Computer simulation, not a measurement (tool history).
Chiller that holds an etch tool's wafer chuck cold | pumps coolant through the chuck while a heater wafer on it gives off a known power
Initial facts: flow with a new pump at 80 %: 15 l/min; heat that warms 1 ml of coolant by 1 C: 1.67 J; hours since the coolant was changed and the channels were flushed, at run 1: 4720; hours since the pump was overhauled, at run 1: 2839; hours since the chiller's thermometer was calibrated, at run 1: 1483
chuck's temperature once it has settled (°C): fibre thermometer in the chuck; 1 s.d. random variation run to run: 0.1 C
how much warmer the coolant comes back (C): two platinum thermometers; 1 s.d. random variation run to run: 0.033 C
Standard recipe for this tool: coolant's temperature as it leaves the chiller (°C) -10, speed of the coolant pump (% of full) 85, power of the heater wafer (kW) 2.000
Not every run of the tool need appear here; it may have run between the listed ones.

run	day	coolant's temperature as it leaves the chiller (°C)	speed of the coolant pump (% of full)	power of the heater wafer (kW)	hours since the coolant was changed and the channels were flushed	hours since the pump was overhauled	hours since the chiller's thermometer was calibrated	chuck's temperature once it has settled (°C)	how much warmer the coolant comes back (C)
1	0.000	-10	85	2.000	4720	2839	1483	1.4	4.58
2	2.354	-10	85	2.000	4776	2895	1540	1.3	4.56
3	5.642	-10	85	2.000	4855	2974	1619	1.4	4.52
4	8.975	-10	85	2.000	4935	3054	1699	1.4	4.48
5	11.646	-10	85	2.000	4999	3118	1763	1.2	4.49
6	13.646	-10	85	2.000	5047	3166	1811	1.3	4.50
7	16.188	-10	85	2.000	5108	3227	1872	1.4	4.49
8	17.717	-10	85	2.000	5145	3264	1908	1.5	4.56
9	19.850	-10	73	2.000	5196	3315	1960	2.7	5.25
10	22.388	-14	67	2.635	5257	3376	2020	4.1	7.52
11	25.808	-13	61	1.699	5339	3458	2103	-0.4	5.39
12	28.350	-12	84	2.000	5400	3519	2164	-0.5	4.61

Predict each of these 3 candidate next runs independently; none follows another, all start after run 12:
A	31.100	-10	64	1.542	5466	3585	2230	?	?
B	31.100	-18	92	2.000	5466	3585	2230	?	?
C	31.100	-10	65	1.809	5466	3585	2230	?	?

run	chuck's temperature once it has settled (°C)	how much warmer the coolant comes back (C)
A	0.7	4.59
B	-7.1	4.18
C	2.7	5.36
Stripped of hidden state, with their random variation kept, the same runs would have yielded:
run	chuck's temperature once it has settled (°C)	how much warmer the coolant comes back (C)
A	0.7	4.59
B	-7.1	4.18
C	2.7	5.36

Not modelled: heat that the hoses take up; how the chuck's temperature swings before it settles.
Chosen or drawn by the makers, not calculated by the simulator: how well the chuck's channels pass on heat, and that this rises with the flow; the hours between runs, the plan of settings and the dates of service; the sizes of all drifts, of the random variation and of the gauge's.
